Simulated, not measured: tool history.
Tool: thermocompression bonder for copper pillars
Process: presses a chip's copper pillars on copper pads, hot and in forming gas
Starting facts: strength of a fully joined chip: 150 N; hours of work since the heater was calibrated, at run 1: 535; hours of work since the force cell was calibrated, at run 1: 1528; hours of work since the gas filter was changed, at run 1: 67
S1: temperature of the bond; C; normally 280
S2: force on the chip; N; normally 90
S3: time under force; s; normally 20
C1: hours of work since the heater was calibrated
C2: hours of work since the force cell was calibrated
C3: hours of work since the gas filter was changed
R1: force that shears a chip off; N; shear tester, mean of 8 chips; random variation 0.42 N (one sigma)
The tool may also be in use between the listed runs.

run     day   S1   S2  S3   C1    C2  C3     R1
  1       0  280   90  20  535  1528  67   88.2
      2.096  -- forming gas filter changed
  2   2.096  280   90  20  572  1565   0   94.4
  3   4.312  280   90  20  612  1605  40   91.2
  4   6.054  280  129  20  643  1636  71  102.7
      8.046  -- forming gas filter changed
  5   8.154  280  129  20  681  1674   2  108.5
      8.358  -- force cell calibrated
  6   9.325  280  129  20  700    17  22  105.7
  7  10.596  280  129  20  723    40  45  103.1
  8  12.838  280  129  20  764    80  85  100.5
     13.988  -- forming gas filter changed
  9  14.288  280   90  20  789   106   5   93.8
 10  16.525  280   90  20  829   146  46   91.3
 11  18.646  280   90  20  867   184  84   88.3
     19.258  -- heater calibrated with a thermocouple chip
     19.917  -- forming gas filter changed
 12  20.212  296   90  37   17   211   5  114.7
 13  21.325  301   76  13   37   230  25     82

Run 14 has not been measured yet. What should we expect?
 14  23.496  301  76  13  76  269  64   ?

{"run 14": {"R1": 79.6}}
The same run, on a tool lacking any hidden state, would have yielded R1 83.2 N.

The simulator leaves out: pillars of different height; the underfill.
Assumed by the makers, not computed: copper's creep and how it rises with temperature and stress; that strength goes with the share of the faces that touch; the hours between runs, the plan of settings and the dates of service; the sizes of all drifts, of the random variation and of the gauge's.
